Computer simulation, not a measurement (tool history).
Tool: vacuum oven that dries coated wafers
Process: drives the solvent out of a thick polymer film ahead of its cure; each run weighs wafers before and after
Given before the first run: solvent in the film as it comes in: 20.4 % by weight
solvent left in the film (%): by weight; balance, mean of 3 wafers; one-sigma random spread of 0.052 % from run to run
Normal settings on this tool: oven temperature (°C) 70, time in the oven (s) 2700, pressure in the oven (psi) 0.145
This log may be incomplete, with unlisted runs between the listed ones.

run,hour,oven temperature (°C),time in the oven (s),pressure in the oven (psi),solvent left in the film (%)
1,0,70,2700,0.145,1.55
2,28.3,70,2700,0.145,1.68
3,64.2,70,2700,0.145,1.7
4,85.6,65,2700,0.145,2.96
5,116.5,70,2040,0.145,2.43
6,146.7,70,2700,0.145,1.56
7,178.1,70,2700,0.145,1.64
8,199.1,70,2700,0.145,1.67
9,216.4,70,3240,0.145,1.31
10,253.3,70,2220,0.12,2.12
11,282.9,70,2220,0.12,2.09
12,319.1,70,2220,0.12,2.16
13,342.8,79,1380,0.448,2.82
14,368.4,79,1380,0.448,2.75
15,409.2,57,2580,0.087,6.79
16,438.6,70,1980,0.145,2.8
17,458.4,82,3420,0.468,1.85

Alternative continuations, all from the tool just after run 17; predict every row:
A,484.8,79,4080,0.123,?
B,484.8,73,3900,0.422,?
C,484.8,70,2700,0.218,?
D,484.8,63,2220,0.235,?
E,484.8,82,1380,0.123,?

run,solvent left in the film (%)
A,0.59
B,2.49
C,2.21
D,5.69
E,1.04
Take away the tool's hidden state, keep each run's random variation, and the runs would have read:
run,solvent left in the film (%)
A,0.52
B,2.31
C,1.91
D,5.15
E,0.87

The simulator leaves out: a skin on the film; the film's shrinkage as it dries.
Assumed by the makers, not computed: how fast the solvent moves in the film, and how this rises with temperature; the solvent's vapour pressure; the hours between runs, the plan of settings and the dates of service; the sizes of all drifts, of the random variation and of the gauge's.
